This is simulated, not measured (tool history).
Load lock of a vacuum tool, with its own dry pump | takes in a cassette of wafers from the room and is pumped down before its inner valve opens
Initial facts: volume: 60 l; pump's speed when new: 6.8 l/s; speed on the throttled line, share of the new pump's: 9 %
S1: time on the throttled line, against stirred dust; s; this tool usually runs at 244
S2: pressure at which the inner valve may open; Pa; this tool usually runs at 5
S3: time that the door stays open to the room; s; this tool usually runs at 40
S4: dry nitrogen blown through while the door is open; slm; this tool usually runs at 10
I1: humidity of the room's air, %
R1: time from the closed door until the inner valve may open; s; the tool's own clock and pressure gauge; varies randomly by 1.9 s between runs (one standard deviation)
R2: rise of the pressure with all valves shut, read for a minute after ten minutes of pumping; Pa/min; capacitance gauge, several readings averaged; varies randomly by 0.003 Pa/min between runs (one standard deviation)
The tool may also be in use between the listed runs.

| run | hour | S1 | S2 | S3 | S4 | I1 | R1 | R2 |
|---|---|---|---|---|---|---|---|---|
| 1 | 0 | 244 | 5 | 40 | 10 | 45.4 | 311.6 | 0.135 |
| 2 | 42.1 | 244 | 5 | 40 | 10 | 47.7 | 313.7 | 0.139 |
| 3 | 117.3 | 244 | 5 | 40 | 10 | 47.2 | 314.3 | 0.135 |
| 4 | 182.6 | 244 | 5 | 40 | 10 | 43.3 | 310.2 | 0.142 |
| 5 | 227.8 | 244 | 5 | 40 | 10 | 44.7 | 311.4 | 0.14 |
| 6 | 331 | 244 | 5 | 40 | 10 | 46.7 | 315.4 | 0.142 |
| 7 | 408.8 | 244 | 5 | 40 | 10 | 45.6 | 310 | 0.149 |
| 8 | 457.1 | 244 | 5 | 40 | 15 | 45.8 | 312.9 | 0.142 |
|  | 487.2 | door's seal changed, seat wiped |
| 9 | 554 | 244 | 5 | 40 | 15 | 46.2 | 314.1 | 0.018 |
| 10 | 600.4 | 172 | 6 | 40 | 10 | 45.6 | 248.3 | 0.018 |
| 11 | 704.9 | 184 | 7 | 40 | 36 | 40.9 | 256.1 | 0.017 |
| 12 | 771.7 | 184 | 7 | 40 | 36 | 42.2 | 257.2 | 0.011 |
| 13 | 843.1 | 469 | 7 | 40 | 5 | 43.1 | 515.7 | 0.017 |
| 14 | 911.4 | 469 | 7 | 40 | 5 | 43 | 514 | 0.018 |
| 15 | 1010.7 | 244 | 5 | 72 | 4 | 46.9 | 314.7 | 0.031 |
| 16 | 1104.5 | 244 | 5 | 72 | 4 | 45.9 | 315.1 | 0.034 |
| 17 | 1162.7 | 246 | 5 | 40 | 14 | 42.8 | 314.3 | 0.016 |
| 18 | 1249.9 | 246 | 5 | 40 | 14 | 41.7 | 311.1 | 0.012 |

For each run, the measured value with the value that run would have given without the tool's hidden condition subtracted. The run-to-run variation is shared by both, the gauge scatter possibly not:
What the log doesn't record here: pump's speed, % of a new pump's; leak at the door's seal, Pa l/s; drift of the gauge itself on ready_s, %; drift of the gauge itself on rise_pa_min, %.
| run | R1 | R2 |
|---|---|---|
| 1 | +1.6 | +0.12 |
| 2 | +1.7 | +0.118 |
| 3 | +1.8 | +0.12 |
| 4 | +1.9 | +0.123 |
| 5 | +1.8 | +0.124 |
| 6 | +1.9 | +0.127 |
| 7 | +2 | +0.128 |
| 8 | +2.1 | +0.13 |
| 9 | +2.2 | -0.001 |
| 10 | +2.4 | +0 |
| 11 | +2.5 | +0.001 |
| 12 | +2.6 | +0.001 |
| 13 | +1.6 | +0.001 |
| 14 | +1.6 | +0.001 |
| 15 | +2.6 | +0.002 |
| 16 | +2.7 | +0.003 |
| 17 | +2.7 | +0.003 |
| 18 | +2.8 | +0.003 |
